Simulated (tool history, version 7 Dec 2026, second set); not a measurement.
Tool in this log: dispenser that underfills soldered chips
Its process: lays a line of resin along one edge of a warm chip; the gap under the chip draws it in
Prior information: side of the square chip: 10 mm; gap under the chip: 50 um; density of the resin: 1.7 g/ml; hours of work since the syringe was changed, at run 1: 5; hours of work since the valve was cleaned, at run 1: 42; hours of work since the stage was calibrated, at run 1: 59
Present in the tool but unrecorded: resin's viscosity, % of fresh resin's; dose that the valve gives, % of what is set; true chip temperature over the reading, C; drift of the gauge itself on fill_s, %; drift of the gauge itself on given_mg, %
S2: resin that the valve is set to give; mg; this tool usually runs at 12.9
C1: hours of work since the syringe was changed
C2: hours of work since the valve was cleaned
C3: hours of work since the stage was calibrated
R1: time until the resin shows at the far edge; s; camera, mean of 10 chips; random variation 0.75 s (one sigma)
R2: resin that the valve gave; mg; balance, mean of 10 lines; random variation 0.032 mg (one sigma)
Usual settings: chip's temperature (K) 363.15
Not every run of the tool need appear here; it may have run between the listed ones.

{"run": 1, "hour": 0.0, "chip's temperature (K)": 363.15, "S2": 12.9, "C1": 5, "C2": 42, "C3": 59, "R1": 90.5, "R2": 12.6}
{"hour": 3.0, "done": "new syringe of resin"}
{"run": 2, "hour": 11.6, "chip's temperature (K)": 363.15, "S2": 16.7, "C1": 6, "C2": 51, "C3": 67, "R1": 92.5, "R2": 16.22}
{"hour": 13.0, "done": "new syringe of resin"}
{"hour": 22.8, "done": "new syringe of resin"}
{"run": 3, "hour": 27.0, "chip's temperature (K)": 363.15, "S2": 16.7, "C1": 3, "C2": 61, "C3": 78, "R1": 80.7, "R2": 16.02}
{"hour": 32.0, "done": "new syringe of resin"}
{"run": 4, "hour": 37.2, "chip's temperature (K)": 363.15, "S2": 16.7, "C1": 4, "C2": 68, "C3": 85, "R1": 83.5, "R2": 16.03}
{"hour": 42.0, "done": "new syringe of resin"}
{"run": 5, "hour": 45.2, "chip's temperature (K)": 363.15, "S2": 16.7, "C1": 2, "C2": 74, "C3": 90, "R1": 76.8, "R2": 15.82}
{"hour": 51.6, "done": "new syringe of resin"}
{"run": 6, "hour": 53.7, "chip's temperature (K)": 373.15, "S2": 12.9, "C1": 1, "C2": 80, "C3": 96, "R1": 57, "R2": 12.23}
{"hour": 56.2, "done": "dispensing valve cleaned and set on the balance"}
{"hour": 62.7, "done": "new syringe of resin"}
{"run": 7, "hour": 65.8, "chip's temperature (K)": 363.15, "S2": 12.9, "C1": 2, "C2": 7, "C3": 104, "R1": 78.6, "R2": 12.86}
{"hour": 72.5, "done": "new syringe of resin"}
{"run": 8, "hour": 78.2, "chip's temperature (K)": 363.15, "S2": 12.9, "C1": 4, "C2": 15, "C3": 112, "R1": 85, "R2": 12.8}
{"hour": 81.8, "done": "new syringe of resin"}
{"run": 9, "hour": 89.6, "chip's temperature (K)": 361.15, "S2": 12.9, "C1": 6, "C2": 23, "C3": 120, "R1": 99.7, "R2": 12.75}
{"hour": 91.4, "done": "new syringe of resin"}
{"hour": 101.0, "done": "new syringe of resin"}
{"run": 10, "hour": 106.3, "chip's temperature (K)": 363.15, "S2": 12.9, "C1": 4, "C2": 35, "C3": 132, "R1": 85.1, "R2": 12.68}
{"hour": 110.5, "done": "new syringe of resin"}
{"hour": 120.4, "done": "new syringe of resin"}
{"run": 11, "hour": 124.1, "chip's temperature (K)": 363.15, "S2": 12.9, "C1": 3, "C2": 47, "C3": 144, "R1": 81.1, "R2": 12.59}
{"hour": 130.1, "done": "new syringe of resin"}
{"hour": 139.5, "done": "new syringe of resin"}
{"run": 12, "hour": 141.2, "chip's temperature (K)": 359.15, "S2": 16, "C1": 1, "C2": 59, "C3": 156, "R1": 82.8, "R2": 15.42}
{"hour": 149.6, "done": "new syringe of resin"}
{"run": 13, "hour": 150.6, "chip's temperature (K)": 359.15, "S2": 16, "C1": 1, "C2": 65, "C3": 162, "R1": 78.3, "R2": 15.34}
{"run": 14, "hour": 157.5, "chip's temperature (K)": 359.15, "S2": 16, "C1": 6, "C2": 70, "C3": 167, "R1": 103.2, "R2": 15.29}
{"hour": 159.3, "done": "new syringe of resin"}
{"hour": 169.1, "done": "new syringe of resin"}
{"run": 15, "hour": 169.1, "chip's temperature (K)": 378.15, "S2": 14.2, "C1": 0, "C2": 78, "C3": 175, "R1": 44.8, "R2": 13.55}
{"hour": 174.4, "done": "dispensing valve cleaned and set on the balance"}
{"hour": 179.3, "done": "new syringe of resin"}
{"run": 16, "hour": 183.4, "chip's temperature (K)": 363.15, "S2": 11.3, "C1": 3, "C2": 6, "C3": 184, "R1": 82.5, "R2": 11.28}
{"hour": 188.5, "done": "new syringe of resin"}
{"run": 17, "hour": 193.9, "chip's temperature (K)": 363.15, "S2": 11.3, "C1": 4, "C2": 13, "C3": 192, "R1": 87.8, "R2": 11.24}
{"hour": 197.8, "done": "new syringe of resin"}
{"run": 18, "hour": 206.6, "chip's temperature (K)": 363.15, "S2": 11.3, "C1": 6, "C2": 22, "C3": 200, "R1": 99.4, "R2": 11.11}
{"hour": 207.8, "done": "new syringe of resin"}
{"run": 19, "hour": 214.4, "chip's temperature (K)": 349.15, "S2": 15.5, "C1": 5, "C2": 28, "C3": 206, "R1": 135.4, "R2": 15.2}
{"hour": 217.0, "done": "new syringe of resin"}
{"hour": 226.1, "done": "new syringe of resin"}
{"run": 20, "hour": 228.4, "chip's temperature (K)": 373.15, "S2": 11.3, "C1": 2, "C2": 37, "C3": 215, "R1": 58.4, "R2": 11.05}
{"hour": 236.3, "done": "new syringe of resin"}
{"run": 21, "hour": 242.1, "chip's temperature (K)": 355.15, "S2": 11.8, "C1": 4, "C2": 47, "C3": 225, "R1": 115.3, "R2": 11.45}

Each row is a separate what-if for the run after 21, all from the same tool condition, not one after another. Results?
{"hour": 246.0, "done": "new syringe of resin"}
{"hour": 255.5, "done": "new syringe of resin"}
{"run": "A", "hour": 256.9, "chip's temperature (K)": 360.15, "S2": 13.7, "C1": 1, "C2": 57, "C3": 235, "R1": "?", "R2": "?"}
{"hour": 246.0, "done": "new syringe of resin"}
{"hour": 255.5, "done": "new syringe of resin"}
{"run": "B", "hour": 256.9, "chip's temperature (K)": 355.15, "S2": 15.2, "C1": 1, "C2": 57, "C3": 235, "R1": "?", "R2": "?"}
{"hour": 246.0, "done": "new syringe of resin"}
{"hour": 255.5, "done": "new syringe of resin"}
{"run": "C", "hour": 256.9, "chip's temperature (K)": 365.15, "S2": 12.7, "C1": 1, "C2": 57, "C3": 235, "R1": "?", "R2": "?"}

run=A R1=81.5 R2=13.17
run=B R1=94.9 R2=14.65
run=C R1=72.3 R2=12.22
With the hidden condition removed and each run's random variation left untouched, the same runs would have given:
run=A R1=74.5 R2=13.67
run=B R1=86.9 R2=15.21
run=C R1=66 R2=12.69
